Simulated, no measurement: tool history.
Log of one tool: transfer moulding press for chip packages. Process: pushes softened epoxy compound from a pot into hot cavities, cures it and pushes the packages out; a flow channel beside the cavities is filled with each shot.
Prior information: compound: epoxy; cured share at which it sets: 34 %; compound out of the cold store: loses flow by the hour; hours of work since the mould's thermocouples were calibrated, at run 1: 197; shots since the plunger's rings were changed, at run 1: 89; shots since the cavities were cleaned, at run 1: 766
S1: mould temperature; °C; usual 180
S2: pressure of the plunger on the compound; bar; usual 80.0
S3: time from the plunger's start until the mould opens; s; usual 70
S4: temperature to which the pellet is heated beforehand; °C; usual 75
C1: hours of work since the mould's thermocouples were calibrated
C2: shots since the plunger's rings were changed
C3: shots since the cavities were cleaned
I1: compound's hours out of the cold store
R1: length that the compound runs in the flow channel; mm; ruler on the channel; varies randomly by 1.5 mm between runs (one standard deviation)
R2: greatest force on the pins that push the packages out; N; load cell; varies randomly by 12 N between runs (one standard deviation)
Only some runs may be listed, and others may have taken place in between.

run 1 hour=0.0 | S1=180 S2=80.0 S3=70 S4=75 | C1=197 C2=89 C3=766 | I1=21.8 | R1=1005 R2=1238
-- hour=11.2 cavities cleaned with cleaning compound and waxed
run 2 hour=11.3 | S1=180 S2=80.0 S3=70 S4=81 | C1=203 C2=239 C3=2 | I1=23.9 | R1=991 R2=602
run 3 hour=18.7 | S1=180 S2=80.0 S3=70 S4=81 | C1=208 C2=351 C3=114 | I1=46.5 | R1=898 R2=707
run 4 hour=23.9 | S1=180 S2=80.0 S3=70 S4=81 | C1=212 C2=431 C3=194 | I1=9.4 | R1=1055 R2=879
run 5 hour=31.5 | S1=180 S2=80.0 S3=70 S4=81 | C1=217 C2=547 C3=310 | I1=15.6 | R1=1027 R2=976
run 6 hour=38.8 | S1=180 S2=80.0 S3=70 S4=75 | C1=222 C2=658 C3=421 | I1=28.5 | R1=969 R2=1065
run 7 hour=45.3 | S1=180 S2=80.0 S3=70 S4=75 | C1=226 C2=757 C3=520 | I1=31.7 | R1=956 R2=1037
run 8 hour=52.1 | S1=180 S2=80.0 S3=83 S4=75 | C1=231 C2=861 C3=624 | I1=46.4 | R1=894 R2=880
run 9 hour=62.1 | S1=180 S2=80.0 S3=83 S4=75 | C1=238 C2=1013 C3=776 | I1=35.7 | R1=935 R2=925
run 10 hour=68.2 | S1=187 S2=80.0 S3=70 S4=75 | C1=242 C2=1106 C3=869 | I1=31.6 | R1=931 R2=893
-- hour=73.0 cavities cleaned with cleaning compound and waxed
run 11 hour=79.4 | S1=187 S2=80.0 S3=70 S4=75 | C1=248 C2=1255 C3=98 | I1=19.6 | R1=981 R2=572
run 12 hour=87.0 | S1=180 S2=80.0 S3=70 S4=75 | C1=254 C2=1370 C3=213 | I1=20.7 | R1=998 R2=889
run 13 hour=95.9 | S1=180 S2=80.0 S3=70 S4=75 | C1=260 C2=1506 C3=349 | I1=45.8 | R1=893 R2=984
run 14 hour=100.8 | S1=180 S2=64.3 S3=70 S4=77 | C1=263 C2=1581 C3=424 | I1=46.3 | R1=800 R2=1025
run 15 hour=106.8 | S1=178 S2=80.0 S3=74 S4=73 | C1=267 C2=1673 C3=516 | I1=47.6 | R1=895 R2=1054
run 16 hour=114.5 | S1=178 S2=65.6 S3=86 S4=84 | C1=272 C2=1791 C3=634 | I1=23.6 | R1=895 R2=905
run 17 hour=123.3 | S1=178 S2=65.6 S3=86 S4=84 | C1=278 C2=1925 C3=768 | I1=27.4 | R1=882 R2=939
run 18 hour=131.7 | S1=178 S2=65.6 S3=86 S4=84 | C1=284 C2=2053 C3=896 | I1=44.1 | R1=819 R2=940
-- hour=134.4 cavities cleaned with cleaning compound and waxed
run 19 hour=142.5 | S1=180 S2=80.0 S3=105 S4=75 | C1=290 C2=2194 C3=123 | I1=8.0 | R1=1053 R2=556
run 20 hour=152.4 | S1=180 S2=80.0 S3=105 S4=75 | C1=297 C2=2345 C3=274 | I1=10.8 | R1=1036 R2=657
run 21 hour=160.6 | S1=177 S2=60.5 S3=52 S4=75 | C1=302 C2=2471 C3=400 | I1=33.9 | R1=823 R2=2469
run 22 hour=171.5 | S1=181 S2=78.8 S3=52 S4=75 | C1=310 C2=2636 C3=565 | I1=26.4 | R1=953 R2=2246
run 23 hour=179.7 | S1=181 S2=78.8 S3=52 S4=75 | C1=315 C2=2762 C3=691 | I1=40.1 | R1=896 R2=2251
run 24 hour=190.5 | S1=181 S2=78.8 S3=64 S4=75 | C1=323 C2=2927 C3=856 | I1=8.2 | R1=1035 R2=1569
-- hour=195.8 cavities cleaned with cleaning compound and waxed
run 25 hour=197.8 | S1=181 S2=78.8 S3=64 S4=75 | C1=326 C2=3014 C3=29 | I1=18.4 | R1=986 R2=765

Forecast each of these 5 alternatives for the next run:
run A hour=206.0 | S1=184 S2=80.0 S3=70 S4=75 | C1=332 C2=3141 C3=156 | I1=41.3 | R1=? R2=?
run B hour=206.0 | S1=187 S2=80.0 S3=70 S4=75 | C1=332 C2=3141 C3=156 | I1=31.2 | R1=? R2=?
run C hour=206.0 | S1=179 S2=62.9 S3=64 S4=75 | C1=332 C2=3141 C3=156 | I1=26.9 | R1=? R2=?
run D hour=206.0 | S1=181 S2=88.0 S3=70 S4=81 | C1=332 C2=3141 C3=156 | I1=10.9 | R1=? R2=?
run E hour=206.0 | S1=180 S2=62.4 S3=71 S4=68 | C1=332 C2=3141 C3=156 | I1=42.9 | R1=? R2=?

run=A R1=887 R2=645
run=B R1=919 R2=646
run=C R1=853 R2=1121
run=D R1=1075 R2=795
run=E R1=790 R2=791
Without the tool's hidden state the same runs would have given:
run=A R1=906 R2=451
run=B R1=938 R2=460
run=C R1=871 R2=763
run=D R1=1096 R2=547
run=E R1=806 R2=546
